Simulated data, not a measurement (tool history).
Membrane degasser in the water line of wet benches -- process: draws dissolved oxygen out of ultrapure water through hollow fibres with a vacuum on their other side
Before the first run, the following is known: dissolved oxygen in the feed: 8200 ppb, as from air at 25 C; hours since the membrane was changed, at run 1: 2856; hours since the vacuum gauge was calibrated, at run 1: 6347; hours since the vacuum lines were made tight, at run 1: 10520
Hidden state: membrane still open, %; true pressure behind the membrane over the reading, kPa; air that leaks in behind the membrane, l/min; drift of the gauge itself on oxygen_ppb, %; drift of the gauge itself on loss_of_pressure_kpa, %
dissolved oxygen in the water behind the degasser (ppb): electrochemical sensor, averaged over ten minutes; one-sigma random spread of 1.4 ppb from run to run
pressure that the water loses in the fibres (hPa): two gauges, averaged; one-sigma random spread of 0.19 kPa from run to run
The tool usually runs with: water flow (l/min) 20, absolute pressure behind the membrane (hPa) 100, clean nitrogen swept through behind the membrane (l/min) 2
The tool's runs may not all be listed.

| run | day | water flow (l/min) | absolute pressure behind the membrane (hPa) | clean nitrogen swept through behind the membrane (l/min) | hours since the membrane was changed | hours since the vacuum gauge was calibrated | hours since the vacuum lines were made tight | dissolved oxygen in the water behind the degasser (ppb) | pressure that the water loses in the fibres (hPa) |
|---|---|---|---|---|---|---|---|---|---|
| 1 | 0 | 20 | 100 | 2 | 2856 | 6347 | 10520 | 177.2 | 383.2 |
|  | 1.967 | seals of the vacuum lines changed |
| 2 | 2.067 | 20 | 100 | 5.05 | 2903 | 6394 | 2 | 77.5 | 387.2 |
| 3 | 4.042 | 20 | 100 | 2 | 2951 | 6442 | 50 | 172.3 | 385.6 |
| 4 | 6.838 | 20 | 100 | 2 | 3018 | 6509 | 117 | 171.6 | 388 |
| 5 | 8.883 | 20 | 100 | 2 | 3067 | 6558 | 166 | 175.3 | 387.5 |
| 6 | 10.525 | 20 | 100 | 2 | 3106 | 6598 | 205 | 172.5 | 382.9 |
| 7 | 12.392 | 20 | 100 | 5.11 | 3151 | 6642 | 250 | 77 | 385.7 |
| 8 | 16.308 | 20 | 100 | 1.71 | 3245 | 6736 | 344 | 200.9 | 391.9 |
| 9 | 18.879 | 20 | 100 | 1.08 | 3307 | 6798 | 406 | 293.4 | 387.3 |
| 10 | 22.896 | 20 | 100 | 1.08 | 3403 | 6894 | 502 | 295.7 | 385.7 |
| 11 | 26.1 | 21 | 100 | 2 | 3480 | 6971 | 579 | 187 | 404.8 |
|  | 26.446 | vacuum gauge calibrated |
| 12 | 29.217 | 21 | 100 | 2 | 3554 | 67 | 654 | 186.8 | 404.8 |
| 13 | 32.725 | 20 | 100 | 2 | 3638 | 151 | 738 | 176.5 | 385.6 |
| 14 | 36.625 | 20 | 100 | 2 | 3732 | 244 | 831 | 175.6 | 389.5 |
| 15 | 38.771 | 20 | 100 | 2 | 3784 | 296 | 883 | 176.5 | 385.2 |
| 16 | 41.696 | 20 | 100 | 2 | 3854 | 366 | 953 | 178.6 | 388.8 |
| 17 | 43.329 | 17 | 100 | 2.14 | 3893 | 405 | 992 | 140.8 | 334.1 |
|  | 43.992 | vacuum gauge calibrated, once more |
| 18 | 47.142 | 17 | 100 | 2.14 | 3984 | 76 | 1083 | 130.2 | 325.4 |
| 19 | 50.675 | 17 | 100 | 2.14 | 4069 | 160 | 1168 | 131.2 | 330.9 |
| 20 | 53.012 | 17 | 100 | 2.14 | 4125 | 216 | 1224 | 132.5 | 328.8 |
| 21 | 55.492 | 17 | 100 | 2.14 | 4184 | 276 | 1284 | 132.4 | 330.8 |
| 22 | 59.079 | 17 | 100 | 2.14 | 4270 | 362 | 1370 | 132.2 | 329.5 |
| 23 | 61.217 | 27 | 75 | 1.35 | 4322 | 413 | 1421 | 221.9 | 527.6 |
| 24 | 63.854 | 14 | 154 | 1.99 | 4385 | 477 | 1484 | 204.3 | 274.7 |
| 25 | 67.554 | 16 | 154 | 0.9 | 4474 | 565 | 1573 | 469.1 | 313.4 |
| 26 | 69.362 | 16 | 154 | 0.9 | 4517 | 609 | 1617 | 483.4 | 314.2 |
| 27 | 71.842 | 25 | 127 | 2.72 | 4577 | 668 | 1676 | 230.3 | 486.5 |
| 28 | 75.704 | 29 | 127 | 1.01 | 4669 | 761 | 1769 | 587.3 | 565.9 |
| 29 | 78.446 | 15 | 127 | 4.55 | 4735 | 827 | 1835 | 79 | 291.6 |
| 30 | 80.233 | 28 | 211 | 2.63 | 4778 | 870 | 1877 | 464 | 549.3 |
| 31 | 84.179 | 22 | 84 | 3.15 | 4873 | 964 | 1972 | 101.9 | 432.4 |

4 options for the next run, each taken on its own from the tool as it stands now. Forecast them:
| A | 87.108 | 25 | 179 | 2.35 | 4943 | 1035 | 2042 | ? | ? |
| B | 87.108 | 17 | 100 | 2 | 4943 | 1035 | 2042 | ? | ? |
| C | 87.108 | 22 | 84 | 3.33 | 4943 | 1035 | 2042 | ? | ? |
| D | 87.108 | 21 | 100 | 0.94 | 4943 | 1035 | 2042 | ? | ? |

| run | dissolved oxygen in the water behind the degasser (ppb) | pressure that the water loses in the fibres (hPa) |
|---|---|---|
| A | 377.8 | 488.5 |
| B | 142.9 | 331.6 |
| C | 96.3 | 429.8 |
| D | 335.1 | 411.5 |
Had the tool no hidden state, the same runs would have come out as:
| run | dissolved oxygen in the water behind the degasser (ppb) | pressure that the water loses in the fibres (hPa) |
|---|---|---|
| A | 371.3 | 473.2 |
| B | 140.1 | 321.2 |
| C | 92.5 | 416.4 |
| D | 329.8 | 398.6 |
